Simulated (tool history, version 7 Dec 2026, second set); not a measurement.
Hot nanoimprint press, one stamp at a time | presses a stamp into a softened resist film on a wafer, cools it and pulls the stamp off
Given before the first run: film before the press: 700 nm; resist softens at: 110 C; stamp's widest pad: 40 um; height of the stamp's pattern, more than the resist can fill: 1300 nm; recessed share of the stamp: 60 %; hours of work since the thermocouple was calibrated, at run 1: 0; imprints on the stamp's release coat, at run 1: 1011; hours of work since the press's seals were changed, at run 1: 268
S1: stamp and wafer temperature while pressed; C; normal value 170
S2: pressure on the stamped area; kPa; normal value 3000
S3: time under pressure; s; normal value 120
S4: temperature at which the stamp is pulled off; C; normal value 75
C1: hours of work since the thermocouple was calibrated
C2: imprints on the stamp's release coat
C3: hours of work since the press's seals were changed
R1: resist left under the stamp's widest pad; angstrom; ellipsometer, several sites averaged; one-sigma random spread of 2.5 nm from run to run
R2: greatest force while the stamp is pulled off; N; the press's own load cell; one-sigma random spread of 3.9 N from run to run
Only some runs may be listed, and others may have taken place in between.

run    hour   S1    S2   S3  S4   C1    C2   C3    R1   R2
  1       0  170  3000  120  75    0  1011  268  4075  251
       39.1  -- stamp cleaned and given a new release coat
  2    53.1  170  3000  120  62   23    39  290  4088  264
  3    81.8  170  3000  120  62   36   119  304  4102  251
  4   152.2  170  3000  120  75   70   315  338  4174  212
  5   201.1  170  3000  120  75   93   452  361  4153  214
  6   238.4  170  3000  120  75  111   556  379  4146  217
  7   298.8  170  3000  120  75  140   724  408  4209  231
  8   341.6  170  3700  120  75  161   843  429  3795  232
  9   412.6  170  3700  120  75  195  1042  463  3855  252
      439.8  -- stamp cleaned and given a new release coat
 10   454.5  170  3700  120  75  212    41  480  3877  188
 11   505.6  170  3700  120  75  236   183  504  3884  204
 12   576.4  170  2750  120  75  270   380  538  4475  213
 13     614  170  2750  120  75  288   485  556  4528  211
 14   668.3  170  2750  120  75  314   637  582  4532  227
 15   708.2  175  2750  120  75  333   748  601  3727  239
 16   746.8  175  2750  120  75  352   856  620  3743  249
      799.7  -- press's hydraulic seals changed and the load cell set to zero
 17   810.6  175  2750  120  83  378  1011    5  3671  210
      848.8  -- stamp cleaned and given a new release coat
 18   878.1  170  1900  120  75  408    82   35  5273  202
 19   936.7  173  1900  120  80  436   245   63  4788  183
 20   989.7  170  3960  120  75  461   393   88  3876  211
 21  1048.9  170  3960  120  75  490   558  116  3874  230
 22  1081.6  170  3960  120  80  505   649  132  3885  208
     1112.3  -- plate thermocouple calibrated
 23  1137.4  170  3960  109  80   12   796  157  3663  208
 24  1186.7  165  3960  114  80   36   934  181  4439  208
     1252.4  -- stamp cleaned and given a new release coat
 25  1256.1  165  3960   66  80   66    10  211  5134  165
 26    1292  163  3960   86  80   83   111  228  5228  175
 27  1355.2  167  3000  120  75  113   287  259  4694  209
 28  1403.7  167  3000  120  75  137   422  282  4701  216
 29  1435.4  159  3000  120  64  152   510  297  6005  282

What differs in the tool's unlogged condition from the final listed run ahead of each entry between runs to the first listed run following it?
In the gap between runs 1 and 2: stamp cleaned and given a new release coat (hour 39.1)
  true temperature over the reading, C: -0.1 -> -0.21; pressure that arrives at the usual setting, %: 98.37 -> 98.23; grip of the stamp's worn release coat, % over a new coat's: 31.4 -> 1.2
  measured result minus the result with no hidden state, R1: +50 -> +70 angstrom; R2: +60 -> +4 N
In the gap between runs 9 and 10: stamp cleaned and given a new release coat (hour 439.8)
  true temperature over the reading, C: -1.02 -> -1.09; pressure that arrives at the usual setting, %: 97.17 -> 97.05; grip of the stamp's worn release coat, % over a new coat's: 32.4 -> 1.2
  measured result minus the result with no hidden state, R1: +235 -> +250 angstrom; R2: +66 -> +7 N
In the gap between runs 16 and 17: press's hydraulic seals changed and the load cell set to zero (hour 799.7)
  true temperature over the reading, C: -1.72 -> -1.83; pressure that arrives at the usual setting, %: 96.17 -> 99.65; grip of the stamp's worn release coat, % over a new coat's: 26.4 -> 31.4
  measured result minus the result with no hidden state, R1: +326 -> +278 angstrom; R2: +60 -> +59 N
In the gap between runs 17 and 18: stamp cleaned and given a new release coat (hour 848.8)
  true temperature over the reading, C: -1.83 -> -1.98; pressure that arrives at the usual setting, %: 99.65 -> 99.47; grip of the stamp's worn release coat, % over a new coat's: 31.4 -> 2.4
  measured result minus the result with no hidden state, R1: +278 -> +321 angstrom; R2: +59 -> +13 N
In the gap between runs 22 and 23: plate thermocouple calibrated (hour 1112.3)
  true temperature over the reading, C: -2.42 -> -0.21; pressure that arrives at the usual setting, %: 98.88 -> 98.71; grip of the stamp's worn release coat, % over a new coat's: 19.8 -> 24.5
  measured result minus the result with no hidden state, R1: +422 -> +67 angstrom; R2: +45 -> +41 N
In the gap between runs 24 and 25: stamp cleaned and given a new release coat (hour 1252.4)
  true temperature over the reading, C: -0.31 -> -0.45; pressure that arrives at the usual setting, %: 98.58 -> 98.4; grip of the stamp's worn release coat, % over a new coat's: 28.9 -> 0.3
  measured result minus the result with no hidden state, R1: +93 -> +117 angstrom; R2: +48 -> +2 N
